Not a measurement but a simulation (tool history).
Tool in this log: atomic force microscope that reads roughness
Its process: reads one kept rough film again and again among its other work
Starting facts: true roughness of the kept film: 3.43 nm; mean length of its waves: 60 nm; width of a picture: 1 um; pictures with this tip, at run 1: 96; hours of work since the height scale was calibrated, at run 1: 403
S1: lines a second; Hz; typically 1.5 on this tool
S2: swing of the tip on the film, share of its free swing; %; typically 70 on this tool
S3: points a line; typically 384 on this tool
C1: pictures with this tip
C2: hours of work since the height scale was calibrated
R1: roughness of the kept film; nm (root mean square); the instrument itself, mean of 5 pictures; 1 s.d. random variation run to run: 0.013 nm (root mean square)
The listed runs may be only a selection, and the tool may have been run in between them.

run,hour,S1,S2,S3,C1,C2,R1
1,0,1.5,70,384,96,403,3.102
2,21.6,1.5,70,384,136,417,3.075
3,46.2,1.5,70,384,180,432,3.057
# hour 53.8: new tip fitted
4,75.8,1.5,70,384,40,451,3.15
5,108.6,1.5,70,384,99,472,3.121
6,138.1,1.5,70,384,153,490,3.049
7,158.1,1.5,89,384,189,503,2.799
# hour 160.5: new tip fitted
8,177.7,1.5,70,384,31,515,3.151
9,208.7,1.5,70,384,87,535,3.114
10,231.7,1.5,70,384,129,549,3.087
11,249.9,1.5,70,384,162,561,3.077
# hour 268.9: new tip fitted
12,271.8,1.5,70,384,5,574,3.145
13,289.8,1.5,80,384,38,586,3.015
14,305.8,1.5,80,384,67,596,2.99
15,328.9,1.5,87,725,109,610,2.886
16,360.9,1.03,74,654,167,631,3.061
# hour 377.5: new tip fitted
17,380.4,1.71,76,691,6,643,3.073
18,411.5,1.71,76,666,62,662,3.034
19,448.3,0.58,63,479,129,686,3.192
20,481,0.58,56,479,188,706,3.175
# hour 484.3: new tip fitted
21,514,0.58,56,479,54,727,3.296

Each row is a separate what-if for the run after 21, all from the same tool condition, not one after another. Results?
A,549.4,1.51,62,292,118,749,?
B,549.4,0.58,70,479,118,749,?
C,549.4,0.6,76,599,118,749,?
D,549.4,1.5,69,388,118,749,?

run,R1
A,3.123
B,3.194
C,3.167
D,3.084
Had the tool no hidden state, the same runs would have come out as:
run,R1
A,3.195
B,3.267
C,3.24
D,3.155
